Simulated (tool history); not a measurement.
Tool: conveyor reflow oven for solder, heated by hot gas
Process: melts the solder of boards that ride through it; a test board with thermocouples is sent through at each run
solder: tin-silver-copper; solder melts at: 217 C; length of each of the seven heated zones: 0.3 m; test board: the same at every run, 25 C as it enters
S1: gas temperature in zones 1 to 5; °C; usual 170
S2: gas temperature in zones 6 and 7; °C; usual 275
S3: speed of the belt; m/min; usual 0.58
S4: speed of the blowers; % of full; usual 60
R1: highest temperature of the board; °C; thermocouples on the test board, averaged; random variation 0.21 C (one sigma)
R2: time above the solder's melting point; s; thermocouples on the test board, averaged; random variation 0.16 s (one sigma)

run	hour	S1	S2	S3	S4	R1	R2
1	0	170	275	0.58	60	255.7	46.9
2	8.6	170	272	0.58	60	253.7	45.6
3	17.6	170	275	0.501	60	260.1	58
4	22.4	170	275	0.501	60	260.7	57.8
5	26.7	170	275	0.501	60	260.4	57.9
6	34.5	179	275	0.501	60	261.9	61.8
7	38.9	179	275	0.501	68	263.4	62.6
8	46	170	275	0.58	60	256	46.7
9	50.7	170	275	0.58	81	261	50.4
# hour 56.3: flux residue cleaned out of gas plates and filters
10	60.2	170	275	0.58	81	260.8	50.4
11	69.6	170	275	0.58	81	261.1	50.1
12	75.9	170	275	0.58	81	260.7	50.2
13	79.8	180	283	0.58	81	269.3	56
14	87.8	170	275	0.586	60	254.9	45.9
# hour 96.6: flux residue cleaned out of gas plates and filters, once more
15	96.7	174	275	0.58	61	256.7	48.9
16	105.9	174	275	0.58	61	256.9	48.8
17	114.4	157	279	0.607	61	255.1	40.9
18	123	170	275	0.629	58	251.9	40.9
19	132.4	170	275	0.629	58	252	40.9
20	140.7	180	268	0.58	60	251.8	47.6
21	149.8	180	265	0.58	60	248.6	46.4
22	158.1	170	281	0.58	60	260.9	49.4
23	164.3	175	269	0.498	60	256.2	57.5

Forecast each of these 3 alternatives for the next run:
A	172.5	180	275	0.58	60	?	?
B	172.5	175	270	0.498	81	?	?
C	172.5	169	269	0.498	74	?	?

run	R1	R2
A	257.3	50.8
B	261.3	61.3
C	258.4	57.7
Without the tool's hidden state the same runs would have given:
run	R1	R2
A	257.5	50.7
B	261.5	61.1
C	258.6	57.6

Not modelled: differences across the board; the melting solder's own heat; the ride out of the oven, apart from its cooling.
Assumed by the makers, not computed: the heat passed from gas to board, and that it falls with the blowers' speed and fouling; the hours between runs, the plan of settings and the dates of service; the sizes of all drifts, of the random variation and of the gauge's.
